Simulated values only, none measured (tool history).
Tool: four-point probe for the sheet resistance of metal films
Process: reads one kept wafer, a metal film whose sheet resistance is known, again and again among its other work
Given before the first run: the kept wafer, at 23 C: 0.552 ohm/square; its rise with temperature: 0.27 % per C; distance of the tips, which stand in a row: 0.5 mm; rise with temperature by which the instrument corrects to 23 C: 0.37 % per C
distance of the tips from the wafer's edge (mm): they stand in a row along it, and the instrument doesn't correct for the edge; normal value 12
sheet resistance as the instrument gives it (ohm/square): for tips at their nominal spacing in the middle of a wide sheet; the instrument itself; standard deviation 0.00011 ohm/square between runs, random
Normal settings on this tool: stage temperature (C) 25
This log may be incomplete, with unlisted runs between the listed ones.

run,hour,stage temperature (C),distance of the tips from the wafer's edge (mm),sheet resistance as the instrument gives it (ohm/square)
1,0.0,25,12,0.551750
2,18.7,25,12,0.551627
3,56.1,25,12,0.551609
4,81.4,25,12,0.551739
5,115.2,25,12,0.551683
6,146.5,20,12,0.554750
7,165.0,20,12,0.554584
8,192.8,25,12,0.551923
9,220.2,25,12,0.552004
10,248.1,25,12,0.551925
11,283.5,25,12,0.551719
12,313.2,25,12,0.551952
13,330.7,24,12,0.552426
14,365.4,25,12,0.551862
15,400.8,25,12,0.551914
16,430.8,21,5,0.556556
17,465.6,22,5,0.556221
18,489.2,35,5,0.548812
19,511.3,25,16,0.551692
20,532.6,25,62,0.551506
21,568.2,28,11,0.550149
22,602.9,33,40,0.547154
23,625.4,33,40,0.547103
24,653.0,27,4,0.554867
25,675.3,31,12,0.548524
26,694.3,25,7,0.552908

Expected results for the next run?
27,732.4,25,7,?

{"run 27": {"sheet resistance as the instrument gives it (ohm/square)": 0.552818}}
The same run, on a tool lacking any hidden state, would have yielded sheet resistance as the instrument gives it (ohm/square) 0.552170.

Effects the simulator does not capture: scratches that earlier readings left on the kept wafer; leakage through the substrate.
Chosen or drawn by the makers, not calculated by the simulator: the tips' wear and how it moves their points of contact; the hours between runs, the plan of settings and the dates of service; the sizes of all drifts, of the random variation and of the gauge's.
